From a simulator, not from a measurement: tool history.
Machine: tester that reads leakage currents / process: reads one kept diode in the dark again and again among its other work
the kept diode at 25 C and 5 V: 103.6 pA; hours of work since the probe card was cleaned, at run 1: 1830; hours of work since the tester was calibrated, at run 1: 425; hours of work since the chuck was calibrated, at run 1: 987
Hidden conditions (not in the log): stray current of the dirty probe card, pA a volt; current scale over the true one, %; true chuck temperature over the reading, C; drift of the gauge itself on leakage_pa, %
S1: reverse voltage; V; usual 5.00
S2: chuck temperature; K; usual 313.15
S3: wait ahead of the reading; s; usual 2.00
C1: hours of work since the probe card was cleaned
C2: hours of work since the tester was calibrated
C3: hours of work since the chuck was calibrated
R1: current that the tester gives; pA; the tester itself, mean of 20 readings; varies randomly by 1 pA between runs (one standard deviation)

run	hour	S1	S2	S3	C1	C2	C3	R1
1	0.0	5.00	313.15	2.00	1830	425	987	366.32
# hour 165.1: probe card cleaned and baked
2	192.6	5.00	313.15	8.76	20	563	1126	370.07
3	480.2	5.00	313.15	2.00	230	774	1336	374.88
4	680.0	5.00	313.15	2.00	376	920	1482	380.08
5	812.3	5.00	313.15	2.00	473	1016	1579	381.32
6	1047.9	5.00	313.15	2.00	645	1189	1751	385.17
7	1273.1	5.00	299.15	2.00	810	1353	1915	133.80
8	1466.8	5.00	313.15	0.99	952	1495	2057	395.38
9	1627.1	5.00	313.15	0.99	1069	1612	2174	403.14
# hour 1759.3: chuck's temperature calibrated
10	1783.8	2.04	313.15	0.99	1182	1725	18	256.03
11	2025.9	5.00	313.15	2.00	1359	1902	195	344.30
12	2291.1	5.00	330.15	2.00	1553	2096	389	1157.65
13	2517.7	5.00	330.15	2.00	1718	2262	554	1167.61
14	2709.8	10.27	313.15	0.62	1859	2402	695	450.61
# hour 2830.3: probe card cleaned and baked
15	2904.5	1.03	330.15	2.00	54	2542	835	727.59
16	3190.3	13.84	320.15	2.00	263	2751	1044	830.69
17	3307.6	13.84	320.15	2.00	349	2837	1130	839.79
18	3504.8	13.84	320.15	2.00	493	2981	1274	842.34
19	3757.4	13.84	320.15	2.00	678	3166	1458	859.23
20	4007.6	11.11	306.15	2.00	861	3349	1641	290.98
21	4271.8	11.11	311.15	3.97	1054	3542	1834	429.57
22	4510.1	11.11	294.15	4.80	1228	3716	2009	115.67
23	4683.8	8.66	318.15	2.33	1355	3843	2136	680.10
# hour 4867.4: chuck's temperature calibrated
24	4873.7	8.66	318.15	2.33	1492	3980	5	575.28
25	5063.1	13.28	318.15	2.33	1631	4119	143	667.20

5 ways to go on from here, each from the tool as it stands after run 25. What would each give?
A	5181.8	5.00	313.15	2.18	1718	4205	230	?
B	5181.8	13.28	318.15	1.90	1718	4205	230	?
C	5181.8	13.28	318.15	4.30	1718	4205	230	?
D	5181.8	5.00	316.15	2.87	1718	4205	230	?
E	5181.8	1.01	300.15	3.24	1718	4205	230	?

run	R1
A	343.41
B	668.82
C	668.46
D	428.75
E	75.87
Take away the tool's hidden state, keep each run's random variation, and the runs would have read:
run	R1
A	338.15
B	657.75
C	657.38
D	422.71
E	74.63
